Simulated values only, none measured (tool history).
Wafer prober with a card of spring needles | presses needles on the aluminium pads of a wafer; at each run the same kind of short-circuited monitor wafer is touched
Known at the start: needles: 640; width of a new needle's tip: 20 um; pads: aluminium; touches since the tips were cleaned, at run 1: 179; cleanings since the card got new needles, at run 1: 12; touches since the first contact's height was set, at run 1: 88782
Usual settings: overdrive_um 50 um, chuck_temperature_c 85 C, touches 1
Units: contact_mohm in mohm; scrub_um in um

run,day,overdrive_um,chuck_temperature_c,touches,touches since the tips were cleaned,cleanings since the card got new needles,touches since the first contact's height was set,contact_mohm,scrub_um
1,0.000,50,85,1,179,12,88782,296,9.81
# day 0.892: tips cleaned on abrasive film
# day 1.842: tips cleaned on abrasive film
2,1.871,50,85,1,277,14,105099,291,9.83
# day 2.688: tips cleaned on abrasive film
3,2.854,50,85,1,1469,15,113665,294,9.77
# day 3.525: tips cleaned on abrasive film
# day 4.508: tips cleaned on abrasive film
4,5.042,50,85,1,4661,17,132724,296,9.71
# day 5.421: tips cleaned on abrasive film
# day 6.317: tips cleaned on abrasive film
5,6.700,50,85,1,3372,19,147171,292,9.78
# day 7.200: tips cleaned on abrasive film
# day 8.133: tips cleaned on abrasive film
6,8.158,50,85,1,199,21,159832,297,9.80
# day 8.975: tips cleaned on abrasive film
7,9.433,50,85,1,4018,22,170987,298,9.78
# day 9.850: tips cleaned on abrasive film
# day 10.712: tips cleaned on abrasive film
8,11.375,50,85,1,5812,24,187891,293,9.80
# day 11.546: tips cleaned on abrasive film
# day 12.433: tips cleaned on abrasive film
9,12.838,50,85,1,3533,26,200610,295,9.77
# day 13.258: tips cleaned on abrasive film
10,13.917,50,85,1,5760,27,210025,293,9.82
# day 14.154: tips cleaned on abrasive film
# day 15.017: tips cleaned on abrasive film
# day 15.888: tips cleaned on abrasive film
11,16.079,50,33,1,1671,30,228823,282,9.76
# day 16.829: tips cleaned on abrasive film
12,17.225,50,33,1,3445,31,238816,275,9.70
# day 17.721: tips cleaned on abrasive film
# day 18.104: height of the first contact set anew
# day 18.554: tips cleaned on abrasive film
13,18.762,50,33,1,1843,33,5734,279,9.77
# day 19.408: tips cleaned on abrasive film
# day 20.246: tips cleaned on abrasive film
14,20.483,50,33,1,2090,35,20723,276,9.79
# day 21.192: tips cleaned on abrasive film
# day 22.017: tips cleaned on abrasive film
15,22.096,50,85,2,713,37,34760,297,9.72
# day 22.912: tips cleaned on abrasive film
# day 23.746: tips cleaned on abrasive film
16,24.038,34,31,2,2547,39,51676,286,6.66
# day 24.733: tips cleaned on abrasive film
# day 25.546: tips cleaned on abrasive film
17,25.846,34,31,2,2591,41,67409,286,6.69
# day 26.354: tips cleaned on abrasive film
# day 27.200: tips cleaned on abrasive film
18,27.588,34,31,2,3421,43,82610,286,6.74
# day 28.071: tips cleaned on abrasive film
19,28.792,62,85,1,6329,44,93114,285,12.12
# day 28.958: tips cleaned on abrasive film
# day 29.938: tips cleaned on abrasive film
20,29.996,57,37,1,498,46,103562,275,11.18
# day 30.742: tips cleaned on abrasive film
# day 31.550: tips cleaned on abrasive film
21,32.262,57,37,1,6215,48,123316,274,11.19
# day 32.408: tips cleaned on abrasive film
# day 33.392: tips cleaned on abrasive film
# day 34.258: tips cleaned on abrasive film
22,34.317,57,37,1,521,51,141199,275,11.13
# day 35.221: tips cleaned on abrasive film
# day 36.183: tips cleaned on abrasive film
23,36.388,57,37,1,1790,53,159257,272,11.16
# day 36.996: tips cleaned on abrasive film
# day 37.796: tips cleaned on abrasive film
24,37.800,57,37,1,41,55,171537,273,11.10
# day 38.683: tips cleaned on abrasive film
# day 39.488: tips cleaned on abrasive film
25,39.750,42,65,2,2304,57,188527,286,8.15
# day 40.396: tips cleaned on abrasive film
26,41.046,54,31,2,5677,58,199821,272,10.42
# day 41.367: tips cleaned on abrasive film
# day 42.212: tips cleaned on abrasive film
27,42.296,64,105,1,733,60,210701,293,12.62
# day 43.096: tips cleaned on abrasive film
28,43.375,64,105,1,2459,61,220114,294,12.49
# day 44.021: tips cleaned on abrasive film
# day 44.846: tips cleaned on abrasive film
29,44.979,70,61,2,1155,63,234071,281,13.70

Forecast each of these 5 alternatives for the next run:
# day 45.658: tips cleaned on abrasive film
# day 46.475: tips cleaned on abrasive film
# day 46.488: height of the first contact set anew
A,46.488,64,61,2,0,65,0,?,?
# day 45.658: tips cleaned on abrasive film
# day 46.475: tips cleaned on abrasive film
# day 46.488: height of the first contact set anew
B,46.488,55,48,1,0,65,0,?,?
# day 45.658: tips cleaned on abrasive film
# day 46.475: tips cleaned on abrasive film
# day 46.488: height of the first contact set anew
C,46.488,50,85,1,0,65,0,?,?
# day 45.658: tips cleaned on abrasive film
# day 46.475: tips cleaned on abrasive film
# day 46.488: height of the first contact set anew
D,46.488,38,93,1,0,65,0,?,?
# day 45.658: tips cleaned on abrasive film
# day 46.475: tips cleaned on abrasive film
# day 46.488: height of the first contact set anew
E,46.488,49,34,2,0,65,0,?,?

run,contact_mohm,scrub_um
A,280,12.59
B,276,10.69
C,298,9.81
D,300,7.39
E,278,9.53
Without the tool's hidden state the same runs would have given:
run,contact_mohm,scrub_um
A,280,12.59
B,276,10.69
C,298,9.81
D,300,7.39
E,278,9.53

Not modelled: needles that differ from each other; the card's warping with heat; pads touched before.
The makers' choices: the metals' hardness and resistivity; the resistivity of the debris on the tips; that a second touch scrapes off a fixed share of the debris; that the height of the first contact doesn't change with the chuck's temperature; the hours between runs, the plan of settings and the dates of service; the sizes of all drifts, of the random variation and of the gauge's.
